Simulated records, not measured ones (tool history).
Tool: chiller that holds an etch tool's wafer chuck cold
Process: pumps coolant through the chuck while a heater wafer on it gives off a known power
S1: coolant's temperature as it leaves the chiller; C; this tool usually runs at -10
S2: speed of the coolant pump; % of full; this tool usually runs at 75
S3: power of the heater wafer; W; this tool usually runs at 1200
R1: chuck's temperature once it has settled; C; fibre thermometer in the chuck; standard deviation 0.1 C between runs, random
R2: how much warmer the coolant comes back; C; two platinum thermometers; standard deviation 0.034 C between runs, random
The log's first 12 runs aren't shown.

Run 13, hour 1117.1: usual settings but S1 -15 C. Result: R1 -6.0 C, R2 4.99 C.
Run 14, hour 1202.6: usual settings. Result: R1 -1.2 C, R2 5.08 C.
Run 15, hour 1277.8: usual settings. Result: R1 -1.1 C, R2 5.03 C.
Run 16, hour 1387.7: usual settings. Result: R1 -1.1 C, R2 5.03 C.
Run 17, hour 1489.2: usual settings. Result: R1 -1.2 C, R2 4.94 C.
Run 18, hour 1610.5: usual settings but S1 -6 C, S2 86 % of full. Result: R1 2.1 C, R2 4.31 C.
Run 19, hour 1741.2: usual settings but S1 -6 C, S2 86 % of full. Result: R1 2.0 C, R2 4.28 C.
Run 20, hour 1865.8: usual settings but S1 -6 C, S2 86 % of full. Result: R1 2.2 C, R2 4.29 C.
Run 21, hour 1939.8: usual settings but S1 -6 C, S2 97 % of full. Result: R1 1.3 C, R2 3.73 C.
Run 22, hour 2023.3: usual settings but S1 -13 C, S3 1774 W. Result: R1 0.1 C, R2 7.43 C.
Run 23, hour 2085.7: usual settings but S1 -7 C, S2 98 % of full, S3 814 W. Result: R1 -2.4 C, R2 2.38 C.
Run 24, hour 2143.0: usual settings but S1 -7 C, S2 98 % of full, S3 814 W. Result: R1 -2.2 C, R2 2.42 C.
Run 25, hour 2211.9: usual settings but S1 -8 C, S2 78 % of full, S3 702 W. Result: R1 -3.0 C, R2 2.62 C.
At hour 2344.0: gauge calibrated.
Run 26, hour 2344.0: usual settings but S1 -8 C, S2 92 % of full, S3 1431 W. Result: R1 1.2 C, R2 5.03 C.
Run 27, hour 2450.2: usual settings but S1 -8 C, S2 92 % of full, S3 1431 W. Result: R1 1.1 C, R2 5.06 C.
Run 28, hour 2536.2: usual settings. Result: R1 -1.0 C, R2 5.22 C.
Run 29, hour 2639.7: usual settings but S1 -18 C, S3 1547 W. Result: R1 -6.4 C, R2 6.67 C.
Run 30, hour 2764.6: usual settings but S1 -15 C, S2 85 % of full, S3 902 W. Result: R1 -8.8 C, R2 3.37 C.
Run 31, hour 2884.4: usual settings but S1 -15 C, S2 85 % of full, S3 902 W. Result: R1 -9.0 C, R2 3.36 C.
Run 32, hour 2959.9: usual settings but S1 -2 C, S2 66 % of full, S3 1397 W. Result: R1 9.6 C, R2 6.73 C.

Branching from run 32: 4 alternative next runs. What would each branch give?
Run A, hour 3066.3: usual settings but S1 -8 C, S2 66 % of full, S3 1397 W. Result: R1 ?, R2 ?.
Run B, hour 3066.3: usual settings but S1 -16 C, S2 81 % of full, S3 1516 W. Result: R1 ?, R2 ?.
Run C, hour 3066.3: usual settings but S1 -13 C, S2 66 % of full, S3 1397 W. Result: R1 ?, R2 ?.
Run D, hour 3066.3: usual settings but S2 82 % of full, S3 1519 W. Result: R1 ?, R2 ?.

run    R1    R2
  A   3.5  6.77
  B  -5.4  5.97
  C  -1.3  6.75
  D   0.7  5.94
With the hidden condition removed and each run's random variation left untouched, the same runs would have given:
run    R1    R2
  A   3.5  6.87
  B  -5.4  6.07
  C  -1.3  6.84
  D   0.7  6.04
